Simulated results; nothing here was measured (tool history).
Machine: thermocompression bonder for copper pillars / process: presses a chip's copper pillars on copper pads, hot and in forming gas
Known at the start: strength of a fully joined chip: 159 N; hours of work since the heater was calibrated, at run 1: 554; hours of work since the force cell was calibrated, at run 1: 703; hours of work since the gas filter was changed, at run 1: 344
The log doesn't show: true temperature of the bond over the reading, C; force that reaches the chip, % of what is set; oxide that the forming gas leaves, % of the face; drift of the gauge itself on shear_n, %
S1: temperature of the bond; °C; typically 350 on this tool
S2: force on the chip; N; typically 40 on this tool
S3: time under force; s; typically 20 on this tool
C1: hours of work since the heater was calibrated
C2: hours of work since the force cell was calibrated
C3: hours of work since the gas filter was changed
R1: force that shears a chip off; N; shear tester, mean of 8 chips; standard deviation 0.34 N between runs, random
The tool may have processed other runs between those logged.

| run | day | S1 | S2 | S3 | C1 | C2 | C3 | R1 |
|---|---|---|---|---|---|---|---|---|
| 1 | 0 | 350 | 40 | 20 | 554 | 703 | 344 | 80.3 |
| 2 | 0.304 | 332 | 40 | 20 | 560 | 709 | 350 | 71 |
| 3 | 0.85 | 377 | 40 | 20 | 570 | 719 | 360 | 94.6 |
| 4 | 1.208 | 325 | 40 | 20 | 577 | 726 | 367 | 67.8 |
| 5 | 1.829 | 325 | 40 | 20 | 589 | 738 | 379 | 67.4 |
| 6 | 2.304 | 325 | 40 | 20 | 598 | 747 | 388 | 67.4 |
| 7 | 2.625 | 350 | 52 | 20 | 604 | 753 | 394 | 100.8 |
| 8 | 2.992 | 350 | 52 | 20 | 611 | 760 | 401 | 101.4 |
| 9 | 3.629 | 350 | 40 | 20 | 623 | 772 | 413 | 80.6 |
| 10 | 4.021 | 350 | 40 | 43 | 630 | 779 | 420 | 103 |
| 11 | 4.717 | 350 | 40 | 20 | 644 | 792 | 433 | 80.3 |
| 12 | 5.438 | 350 | 40 | 20 | 657 | 806 | 447 | 80.9 |
|  | 5.592 | force cell calibrated |
| 13 | 6.208 | 350 | 40 | 20 | 671 | 12 | 460 | 80.5 |
| 14 | 6.904 | 350 | 33 | 20 | 684 | 25 | 474 | 66.6 |
| 15 | 7.271 | 350 | 40 | 20 | 691 | 32 | 480 | 80.7 |
| 16 | 7.667 | 350 | 40 | 20 | 698 | 39 | 488 | 81 |
|  | 7.733 | forming gas filter changed |
| 17 | 8.354 | 350 | 40 | 20 | 711 | 52 | 12 | 81.5 |
| 18 | 9.017 | 350 | 40 | 20 | 723 | 64 | 24 | 81.1 |
| 19 | 9.412 | 350 | 40 | 20 | 731 | 72 | 32 | 81.3 |
| 20 | 9.725 | 350 | 40 | 20 | 737 | 78 | 38 | 81.6 |
| 21 | 10.225 | 341 | 51 | 53 | 746 | 87 | 47 | 122.6 |
| 22 | 10.825 | 350 | 40 | 24 | 758 | 99 | 59 | 86.7 |
| 23 | 11.233 | 350 | 40 | 12 | 765 | 106 | 66 | 68 |
| 24 | 11.646 | 350 | 40 | 12 | 773 | 114 | 74 | 68.2 |
| 25 | 12.258 | 350 | 40 | 12 | 785 | 126 | 86 | 67.1 |
| 26 | 12.583 | 350 | 40 | 12 | 791 | 132 | 92 | 67.3 |
| 27 | 12.967 | 350 | 40 | 12 | 798 | 139 | 99 | 67.8 |
| 28 | 13.646 | 350 | 48 | 49 | 811 | 152 | 112 | 121.8 |
| 29 | 14.35 | 350 | 48 | 49 | 824 | 165 | 125 | 122.5 |
| 30 | 14.975 | 373 | 56 | 12 | 836 | 177 | 137 | 106.1 |
| 31 | 15.554 | 373 | 33 | 12 | 847 | 188 | 148 | 65.4 |
| 32 | 16.075 | 337 | 52 | 37 | 857 | 198 | 158 | 112.6 |
| 33 | 16.529 | 321 | 37 | 20 | 866 | 207 | 167 | 61.1 |
| 34 | 17.108 | 321 | 36 | 20 | 877 | 218 | 178 | 59 |
| 35 | 17.542 | 321 | 36 | 20 | 885 | 226 | 186 | 59.6 |
| 36 | 17.842 | 321 | 36 | 20 | 891 | 232 | 191 | 58.8 |
| 37 | 18.308 | 372 | 27 | 20 | 899 | 240 | 200 | 64.5 |
| 38 | 18.846 | 372 | 48 | 10 | 910 | 251 | 210 | 88.8 |
| 39 | 19.371 | 360 | 51 | 10 | 920 | 261 | 220 | 86.5 |
| 40 | 19.725 | 360 | 51 | 10 | 926 | 267 | 227 | 86.9 |

Predict each of these 4 candidate next runs independently; none follows another, all start after run 40:
| A | 20.283 | 360 | 26 | 57 | 937 | 278 | 238 | ? |
| B | 20.283 | 355 | 33 | 18 | 937 | 278 | 238 | ? |
| C | 20.283 | 354 | 51 | 37 | 937 | 278 | 238 | ? |
| D | 20.283 | 348 | 29 | 31 | 937 | 278 | 238 | ? |

| run | R1 |
|---|---|
| A | 83.6 |
| B | 67.5 |
| C | 122.1 |
| D | 69.3 |
Without the tool's unlogged condition, the same runs would have read:
| run | R1 |
|---|---|
| A | 81.9 |
| B | 66.1 |
| C | 119.5 |
| D | 67.8 |

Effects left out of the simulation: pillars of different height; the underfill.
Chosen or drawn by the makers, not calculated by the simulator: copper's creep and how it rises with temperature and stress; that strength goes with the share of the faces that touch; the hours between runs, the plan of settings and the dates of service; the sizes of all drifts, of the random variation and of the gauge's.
